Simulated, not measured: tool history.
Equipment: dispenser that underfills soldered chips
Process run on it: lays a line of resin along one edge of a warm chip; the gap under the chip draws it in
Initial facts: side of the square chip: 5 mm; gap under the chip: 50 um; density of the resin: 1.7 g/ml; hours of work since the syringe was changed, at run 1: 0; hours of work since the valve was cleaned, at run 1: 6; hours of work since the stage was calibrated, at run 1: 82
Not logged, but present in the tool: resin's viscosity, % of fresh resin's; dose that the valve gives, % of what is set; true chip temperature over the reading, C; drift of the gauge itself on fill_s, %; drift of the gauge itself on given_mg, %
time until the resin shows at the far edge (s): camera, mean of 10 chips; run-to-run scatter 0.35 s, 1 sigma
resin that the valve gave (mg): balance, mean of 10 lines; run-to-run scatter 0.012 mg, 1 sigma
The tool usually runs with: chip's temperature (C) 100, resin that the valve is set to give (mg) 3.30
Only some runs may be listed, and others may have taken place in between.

run,day,chip's temperature (C),resin that the valve is set to give (mg),hours of work since the syringe was changed,hours of work since the valve was cleaned,hours of work since the stage was calibrated,time until the resin shows at the far edge (s),resin that the valve gave (mg)
1,0.000,100,3.30,0,6,82,17.2,3.29
2,0.229,100,3.30,4,10,86,24.0,3.30
3,0.429,100,3.30,7,13,89,31.5,3.28
4,0.667,100,3.30,11,17,93,45.0,3.28
# day 0.696: new syringe of resin
5,0.879,100,3.88,3,21,96,22.1,3.85
6,0.992,100,3.88,5,22,98,26.1,3.83
7,1.112,89,3.30,7,24,100,42.3,3.28
8,1.212,89,3.30,9,26,102,50.1,3.26
# day 1.383: new syringe of resin
9,1.438,89,3.30,1,30,106,25.0,3.25
10,1.646,89,3.30,4,33,109,34.6,3.26
11,1.821,89,3.93,7,36,112,43.8,3.86
12,1.946,89,3.93,9,38,114,52.4,3.89
# day 2.067: new syringe of resin
13,2.067,100,3.30,0,40,116,18.0,3.23
14,2.242,100,3.30,3,43,119,22.1,3.25
15,2.417,104,3.30,6,46,122,26.0,3.23
16,2.538,104,3.55,8,48,124,29.9,3.47
17,2.733,104,3.55,11,51,127,39.9,3.47
# day 2.758: new syringe of resin
18,2.971,90,3.76,4,55,131,31.5,3.67
19,3.079,94,3.30,5,57,133,33.0,3.23
20,3.208,93,3.30,8,59,135,40.0,3.19
21,3.392,90,4.01,11,62,138,54.7,3.90
# day 3.450: new syringe of resin
# day 3.542: dispensing valve cleaned and set on the balance
22,3.671,90,4.01,3,2,142,29.7,4.00
23,3.800,86,4.19,5,4,144,40.6,4.19
24,3.938,86,4.19,7,7,146,49.0,4.17
25,4.125,88,3.41,11,10,149,61.7,3.38
# day 4.183: new syringe of resin
26,4.271,88,3.41,1,12,151,27.4,3.40
27,4.438,88,3.41,4,15,154,35.0,3.37
28,4.612,105,3.05,7,18,157,28.0,3.00
29,4.817,101,4.04,11,21,161,40.8,3.99
# day 4.871: new syringe of resin
30,4.929,94,4.21,1,23,162,22.4,4.14
31,5.033,94,4.21,3,25,164,25.9,4.14
32,5.225,101,3.03,6,28,167,28.1,2.99
33,5.383,105,3.04,9,30,170,32.1,2.99

Measured less the same run without the tool's hidden state. The same run-to-run variation is in both; the gauge's scatter may not be:
run,time until the resin shows at the far edge (s),resin that the valve gave (mg)
1,-0.2,-0.01
2,+6.5,-0.01
3,+14.5,-0.02
4,+27.3,-0.03
5,+4.9,-0.03
6,+8.7,-0.04
7,+18.7,-0.03
8,+25.8,-0.04
9,+1.7,-0.05
10,+10.6,-0.05
11,+19.9,-0.06
12,+28.6,-0.06
13,-0.1,-0.06
14,+4.9,-0.06
15,+9.9,-0.06
16,+14.7,-0.08
17,+24.4,-0.08
18,+8.2,-0.09
19,+11.9,-0.09
20,+18.8,-0.09
21,+32.8,-0.11
22,+6.7,-0.01
23,+14.5,-0.01
24,+23.2,-0.02
25,+36.7,-0.03
26,+2.7,-0.02
27,+10.1,-0.03
28,+12.6,-0.03
29,+23.7,-0.05
30,+1.7,-0.05
31,+5.3,-0.05
32,+11.3,-0.05
33,+16.7,-0.05
